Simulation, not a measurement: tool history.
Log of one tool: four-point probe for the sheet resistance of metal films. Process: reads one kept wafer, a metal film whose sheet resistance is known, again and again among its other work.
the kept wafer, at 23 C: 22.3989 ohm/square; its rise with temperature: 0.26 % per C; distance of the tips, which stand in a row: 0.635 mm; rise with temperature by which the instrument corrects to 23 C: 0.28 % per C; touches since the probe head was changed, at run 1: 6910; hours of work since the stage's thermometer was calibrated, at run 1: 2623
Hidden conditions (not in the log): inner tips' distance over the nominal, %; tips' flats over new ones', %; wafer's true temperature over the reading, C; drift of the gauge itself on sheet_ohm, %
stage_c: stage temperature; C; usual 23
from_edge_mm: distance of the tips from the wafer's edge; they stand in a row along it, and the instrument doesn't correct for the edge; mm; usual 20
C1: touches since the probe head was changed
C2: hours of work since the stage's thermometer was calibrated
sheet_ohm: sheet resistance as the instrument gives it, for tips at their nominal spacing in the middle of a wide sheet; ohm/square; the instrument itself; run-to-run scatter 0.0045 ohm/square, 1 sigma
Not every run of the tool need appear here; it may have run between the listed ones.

Run 1, day 0.000: usual settings; C1 6910; C2 2623. Result: sheet_ohm 22.403612 ohm/square.
Run 2, day 0.429: usual settings but from_edge_mm 4 mm; C1 7103; C2 2628. Result: sheet_ohm 22.693982 ohm/square.
Run 3, day 0.888: usual settings but from_edge_mm 4 mm; C1 7310; C2 2633. Result: sheet_ohm 22.695837 ohm/square.
Run 4, day 1.329: usual settings but from_edge_mm 4 mm; C1 7509; C2 2638. Result: sheet_ohm 22.697360 ohm/square.
Run 5, day 1.958: usual settings but from_edge_mm 22 mm; C1 7791; C2 2645. Result: sheet_ohm 22.401469 ohm/square.
Run 6, day 2.438: usual settings; C1 8008; C2 2651. Result: sheet_ohm 22.409155 ohm/square.
Run 7, day 2.800: usual settings; C1 8170; C2 2655. Result: sheet_ohm 22.400723 ohm/square.
Run 8, day 3.517: usual settings; C1 8493; C2 2664. Result: sheet_ohm 22.406133 ohm/square.
Run 9, day 4.029: usual settings; C1 8723; C2 2669. Result: sheet_ohm 22.404494 ohm/square.
Run 10, day 4.633: usual settings; C1 8994; C2 2676. Result: sheet_ohm 22.400290 ohm/square.
Run 11, day 5.008: usual settings; C1 9163; C2 2681. Result: sheet_ohm 22.410151 ohm/square.
Run 12, day 5.425: usual settings; C1 9351; C2 2686. Result: sheet_ohm 22.417762 ohm/square.
Run 13, day 5.988: usual settings; C1 9603; C2 2692. Result: sheet_ohm 22.402113 ohm/square.
Run 14, day 6.542: usual settings; C1 9853; C2 2699. Result: sheet_ohm 22.411473 ohm/square.
Run 15, day 6.883: usual settings; C1 10006; C2 2702. Result: sheet_ohm 22.415615 ohm/square.
Run 16, day 7.596: usual settings; C1 10327; C2 2711. Result: sheet_ohm 22.413000 ohm/square.
Run 17, day 8.150: usual settings; C1 10577; C2 2717. Result: sheet_ohm 22.414244 ohm/square.
Run 18, day 8.458: usual settings; C1 10715; C2 2721. Result: sheet_ohm 22.411871 ohm/square.
Run 19, day 8.888: usual settings but from_edge_mm 23 mm; C1 10909; C2 2726. Result: sheet_ohm 22.407669 ohm/square.
At day 8.950: stage's thermometer calibrated.
Run 20, day 9.533: usual settings but stage_c 25 C, from_edge_mm 28 mm; C1 11189; C2 7. Result: sheet_ohm 22.402825 ohm/square.
Run 21, day 10.092: usual settings but stage_c 33 C, from_edge_mm 27 mm; C1 11440; C2 13. Result: sheet_ohm 22.386292 ohm/square.
Run 22, day 10.629: usual settings but stage_c 31 C, from_edge_mm 25 mm; C1 11683; C2 19. Result: sheet_ohm 22.389113 ohm/square.
Run 23, day 11.162: usual settings but from_edge_mm 6 mm; C1 11922; C2 26. Result: sheet_ohm 22.540518 ohm/square.
At day 11.238: stage's thermometer calibrated, once more.
Run 24, day 11.525: usual settings but stage_c 22 C, from_edge_mm 10 mm; C1 12074; C2 3. Result: sheet_ohm 22.419628 ohm/square.
Run 25, day 11.846: usual settings but stage_c 22 C, from_edge_mm 10 mm; C1 12220; C2 7. Result: sheet_ohm 22.434783 ohm/square.
Run 26, day 12.196: usual settings but stage_c 25 C, from_edge_mm 29 mm; C1 12377; C2 11. Result: sheet_ohm 22.374348 ohm/square.
Run 27, day 12.600: usual settings but stage_c 18 C, from_edge_mm 16 mm; C1 12558; C2 16. Result: sheet_ohm 22.406088 ohm/square.
Run 28, day 13.196: usual settings but stage_c 18 C, from_edge_mm 16 mm; C1 12827; C2 23. Result: sheet_ohm 22.410766 ohm/square.
Run 29, day 13.688: usual settings but stage_c 18 C, from_edge_mm 16 mm; C1 13048; C2 28. Result: sheet_ohm 22.407726 ohm/square.
Run 30, day 14.008: usual settings but stage_c 18 C, from_edge_mm 16 mm; C1 13192; C2 32. Result: sheet_ohm 22.409962 ohm/square.
Run 31, day 14.325: usual settings but from_edge_mm 14 mm; C1 13335; C2 36. Result: sheet_ohm 22.399553 ohm/square.

What will run 32 give?
Run 32, day 14.925: usual settings but stage_c 21 C, from_edge_mm 14 mm; C1 13605; C2 43. Result: sheet_ohm ?.

sheet_ohm: 22.403903 ohm/square
Had the tool carried no hidden state, the very same run would have given sheet_ohm 22.424915 ohm/square.
